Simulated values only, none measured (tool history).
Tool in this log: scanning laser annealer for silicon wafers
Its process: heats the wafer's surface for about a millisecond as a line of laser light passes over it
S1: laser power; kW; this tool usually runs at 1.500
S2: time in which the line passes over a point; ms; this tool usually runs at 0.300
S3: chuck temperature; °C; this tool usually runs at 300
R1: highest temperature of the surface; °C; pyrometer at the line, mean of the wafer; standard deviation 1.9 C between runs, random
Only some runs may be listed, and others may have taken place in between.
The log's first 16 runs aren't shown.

| run | hour | S1 | S2 | S3 | R1 |
|---|---|---|---|---|---|
|  | 907.5 | window over the wafer cleaned |
| 17 | 929.5 | 1.500 | 0.300 | 300 | 1092 |
| 18 | 1001.5 | 1.500 | 0.300 | 300 | 1090 |
| 19 | 1052.4 | 1.500 | 0.300 | 300 | 1084 |
| 20 | 1104.4 | 1.500 | 0.300 | 300 | 1081 |
| 21 | 1164.6 | 1.500 | 0.300 | 300 | 1083 |
| 22 | 1202.5 | 1.514 | 0.265 | 334 | 1071 |
| 23 | 1276.7 | 1.514 | 0.307 | 334 | 1130 |
| 24 | 1343.8 | 1.514 | 0.307 | 334 | 1128 |
| 25 | 1374.4 | 1.514 | 0.307 | 334 | 1127 |
| 26 | 1445.5 | 1.514 | 0.272 | 295 | 1038 |
| 27 | 1503.4 | 1.333 | 0.300 | 317 | 1005 |
| 28 | 1560.4 | 1.604 | 0.243 | 317 | 1055 |
|  | 1588.6 | optics aligned, line set to its width |
| 29 | 1638.9 | 1.577 | 0.351 | 317 | 1208 |
| 30 | 1691.2 | 1.511 | 0.300 | 300 | 1086 |
| 31 | 1737.4 | 1.511 | 0.300 | 300 | 1085 |
| 32 | 1801.3 | 1.511 | 0.300 | 300 | 1082 |
| 33 | 1862.3 | 1.307 | 0.238 | 325 | 927 |
| 34 | 1902.3 | 1.500 | 0.300 | 335 | 1111 |
| 35 | 1936.9 | 1.481 | 0.260 | 321 | 1029 |
| 36 | 1985.9 | 1.490 | 0.226 | 321 | 985 |
| 37 | 2029.6 | 1.331 | 0.271 | 335 | 981 |
| 38 | 2067.4 | 1.331 | 0.365 | 321 | 1077 |
| 39 | 2133.6 | 1.331 | 0.365 | 321 | 1074 |
| 40 | 2166.8 | 1.331 | 0.365 | 321 | 1073 |
| 41 | 2201.0 | 1.328 | 0.300 | 304 | 986 |

What if the next run were any one of these 3? Each begins from the tool's condition after run 41:
|  | 2230.6 | window over the wafer cleaned |
| A | 2277.9 | 1.328 | 0.300 | 269 | ? |
|  | 2230.6 | window over the wafer cleaned |
| B | 2277.9 | 1.349 | 0.218 | 304 | ? |
|  | 2230.6 | window over the wafer cleaned |
| C | 2277.9 | 1.519 | 0.246 | 300 | ? |

| run | R1 |
|---|---|
| A | 969 |
| B | 910 |
| C | 1022 |
Without the tool's unlogged condition, the same runs would have read:
| run | R1 |
|---|---|
| A | 991 |
| B | 928 |
| C | 1044 |
